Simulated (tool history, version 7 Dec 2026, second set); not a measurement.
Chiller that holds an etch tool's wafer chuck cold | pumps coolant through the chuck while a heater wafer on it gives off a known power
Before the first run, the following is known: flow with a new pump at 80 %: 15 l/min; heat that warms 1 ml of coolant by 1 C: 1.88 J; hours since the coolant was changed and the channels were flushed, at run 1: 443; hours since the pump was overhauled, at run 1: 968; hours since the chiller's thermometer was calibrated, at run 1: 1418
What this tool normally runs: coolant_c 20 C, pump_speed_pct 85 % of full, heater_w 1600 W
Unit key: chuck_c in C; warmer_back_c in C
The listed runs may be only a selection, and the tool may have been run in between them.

| run | hour | coolant_c | pump_speed_pct | heater_w | hours since the coolant was changed and the channels were flushed | hours since the pump was overhauled | hours since the chiller's thermometer was calibrated | chuck_c | warmer_back_c |
|---|---|---|---|---|---|---|---|---|---|
| 1 | 0 | 20 | 85 | 1600 | 443 | 968 | 1418 | 29.5 | 3.23 |
| 2 | 66 | 20 | 85 | 1591 | 509 | 1034 | 1484 | 29.5 | 3.15 |
| 3 | 128.3 | 20 | 85 | 1280 | 571 | 1097 | 1546 | 27.6 | 2.49 |
| 4 | 211.9 | 17 | 85 | 1600 | 655 | 1180 | 1630 | 26.4 | 3.09 |
| 5 | 276.6 | 20 | 85 | 1153 | 720 | 1245 | 1695 | 26.7 | 2.21 |
| 6 | 321.9 | 20 | 85 | 1153 | 765 | 1290 | 1740 | 26.6 | 2.17 |
| 7 | 388.5 | 20 | 85 | 1153 | 832 | 1357 | 1807 | 26.9 | 2.2 |
| 8 | 437 | 20 | 85 | 1600 | 880 | 1405 | 1855 | 29.5 | 3.06 |
| 9 | 517.7 | 20 | 85 | 1600 | 961 | 1486 | 1936 | 29.2 | 3.05 |
| 10 | 604.6 | 20 | 85 | 1600 | 1048 | 1573 | 2023 | 29.6 | 3 |
| 11 | 693 | 20 | 85 | 1600 | 1136 | 1661 | 2111 | 29.4 | 2.98 |
| 12 | 754.1 | 20 | 85 | 1600 | 1197 | 1722 | 2172 | 29.4 | 2.94 |
| 13 | 810.8 | 20 | 85 | 1600 | 1254 | 1779 | 2229 | 29.5 | 2.89 |
|  | 851.2 | gauge calibrated |
| 14 | 885.6 | 20 | 85 | 1600 | 1329 | 1854 | 2304 | 29.3 | 3.18 |
| 15 | 976.7 | 20 | 85 | 1600 | 1420 | 1945 | 2395 | 29.4 | 3.14 |
| 16 | 1041.3 | 27 | 96 | 1670 | 1484 | 2010 | 2459 | 35.7 | 2.87 |
| 17 | 1086.5 | 20 | 99 | 2302 | 1530 | 2055 | 2505 | 31.8 | 3.85 |
| 18 | 1163.7 | 20 | 99 | 2136 | 1607 | 2132 | 2582 | 30.9 | 3.51 |
| 19 | 1250.5 | 20 | 99 | 1056 | 1693 | 2219 | 2668 | 25.6 | 1.66 |
| 20 | 1341 | 20 | 99 | 1056 | 1784 | 2309 | 2759 | 25.3 | 1.61 |
| 21 | 1381.5 | 20 | 99 | 1056 | 1825 | 2350 | 2800 | 25.5 | 1.61 |
| 22 | 1453.5 | 14 | 70 | 1600 | 1896 | 2422 | 2871 | 25.2 | 3.63 |
| 23 | 1517.1 | 14 | 70 | 1600 | 1960 | 2486 | 2935 | 25.3 | 3.68 |
| 24 | 1556.4 | 10 | 60 | 1549 | 1999 | 2525 | 2974 | 22.5 | 4.2 |
| 25 | 1608.2 | 29 | 76 | 831 | 2051 | 2577 | 3026 | 34.4 | 1.65 |
| 26 | 1657.2 | 18 | 77 | 831 | 2100 | 2626 | 3075 | 23.4 | 1.63 |
| 27 | 1713.9 | 11 | 82 | 1854 | 2157 | 2682 | 3132 | 22.3 | 3.54 |
| 28 | 1795.2 | 13 | 85 | 1522 | 2238 | 2764 | 3213 | 22 | 2.73 |
| 29 | 1864.8 | 13 | 85 | 1522 | 2308 | 2833 | 3283 | 22 | 2.76 |

Predict each of these 4 candidate next runs independently; none follows another, all start after run 29:
| A | 1950.5 | 16 | 66 | 1445 | 2393 | 2919 | 3368 | ? | ? |
| B | 1950.5 | 20 | 84 | 1783 | 2393 | 2919 | 3368 | ? | ? |
| C | 1950.5 | 13 | 82 | 1522 | 2393 | 2919 | 3368 | ? | ? |
| D | 1950.5 | 12 | 67 | 1600 | 2393 | 2919 | 3368 | ? | ? |

| run | chuck_c | warmer_back_c |
|---|---|---|
| A | 26.5 | 3.37 |
| B | 30.6 | 3.21 |
| C | 22.4 | 2.74 |
| D | 23.7 | 3.76 |
Without the tool's unlogged condition, the same runs would have read:
| run | chuck_c | warmer_back_c |
|---|---|---|
| A | 26.5 | 3.76 |
| B | 30.6 | 3.6 |
| C | 22.4 | 3.13 |
| D | 23.7 | 4.15 |

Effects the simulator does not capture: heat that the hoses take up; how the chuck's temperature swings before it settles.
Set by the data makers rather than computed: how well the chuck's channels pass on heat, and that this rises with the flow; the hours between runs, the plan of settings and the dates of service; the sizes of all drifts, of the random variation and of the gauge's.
